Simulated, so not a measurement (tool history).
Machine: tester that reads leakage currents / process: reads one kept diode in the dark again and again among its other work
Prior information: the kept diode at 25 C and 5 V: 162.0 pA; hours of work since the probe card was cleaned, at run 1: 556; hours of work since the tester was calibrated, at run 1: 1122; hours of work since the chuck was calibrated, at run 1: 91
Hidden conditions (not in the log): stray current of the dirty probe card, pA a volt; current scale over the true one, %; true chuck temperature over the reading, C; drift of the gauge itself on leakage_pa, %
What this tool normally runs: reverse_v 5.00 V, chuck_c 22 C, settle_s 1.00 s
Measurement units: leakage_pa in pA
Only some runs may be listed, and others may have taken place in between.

| run | hour | reverse_v | chuck_c | settle_s | hours of work since the probe card was cleaned | hours of work since the tester was calibrated | hours of work since the chuck was calibrated | leakage_pa |
|---|---|---|---|---|---|---|---|---|
| 1 | 0.0 | 5.00 | 22 | 1.00 | 556 | 1122 | 91 | 127.53 |
| 2 | 73.1 | 1.57 | 22 | 1.00 | 598 | 1164 | 133 | 63.43 |
| 3 | 165.3 | 1.57 | 22 | 1.00 | 651 | 1218 | 186 | 63.11 |
| 4 | 254.9 | 5.68 | 22 | 1.00 | 703 | 1269 | 238 | 136.72 |
| 5 | 352.3 | 5.00 | 22 | 0.98 | 759 | 1326 | 294 | 126.53 |
| 6 | 421.6 | 5.00 | 54 | 1.00 | 799 | 1366 | 334 | 1664.46 |
| 7 | 491.4 | 5.00 | 22 | 1.00 | 840 | 1406 | 374 | 127.24 |
| 8 | 558.4 | 2.90 | 22 | 1.00 | 878 | 1444 | 413 | 91.49 |
| 9 | 664.8 | 1.65 | 22 | 1.00 | 940 | 1506 | 475 | 64.50 |
| 10 | 771.1 | 5.00 | 22 | 0.48 | 1001 | 1567 | 536 | 127.98 |
| 11 | 820.5 | 1.37 | 22 | 1.00 | 1030 | 1596 | 564 | 57.98 |
| 12 | 903.3 | 6.14 | 28 | 1.40 | 1077 | 1644 | 612 | 240.68 |
| 13 | 1001.9 | 6.14 | 28 | 1.40 | 1134 | 1701 | 669 | 239.61 |
| 14 | 1106.9 | 12.35 | 46 | 1.13 | 1195 | 1761 | 730 | 1553.45 |
| 15 | 1196.0 | 2.02 | 58 | 2.17 | 1246 | 1813 | 781 | 1278.58 |
| 16 | 1268.5 | 2.02 | 58 | 2.17 | 1288 | 1854 | 823 | 1280.21 |
| 17 | 1347.0 | 1.11 | 39 | 1.39 | 1334 | 1900 | 868 | 210.54 |
| 18 | 1410.1 | 1.11 | 39 | 1.39 | 1370 | 1936 | 905 | 213.16 |
| 19 | 1492.6 | 7.55 | 22 | 0.91 | 1418 | 1984 | 952 | 162.77 |
| 20 | 1577.7 | 2.57 | 25 | 3.04 | 1467 | 2033 | 1002 | 108.24 |
| 21 | 1671.6 | 2.57 | 20 | 3.45 | 1521 | 2087 | 1056 | 70.32 |
| 22 | 1763.5 | 12.87 | 50 | 0.50 | 1574 | 2140 | 1109 | 2133.99 |

Below are 3 alternative next runs, each starting from the tool's condition after run 22. Predict each:
| A | 1814.5 | 5.00 | 58 | 1.00 | 1603 | 2170 | 1138 | ? |
| B | 1814.5 | 2.68 | 24 | 4.48 | 1603 | 2170 | 1138 | ? |
| C | 1814.5 | 5.00 | 22 | 8.70 | 1603 | 2170 | 1138 | ? |

| run | leakage_pa |
|---|---|
| A | 2160.41 |
| B | 101.87 |
| C | 126.13 |
Had the tool no hidden state, the same runs would have come out as:
| run | leakage_pa |
|---|---|
| A | 2219.31 |
| B | 102.35 |
| C | 124.64 |
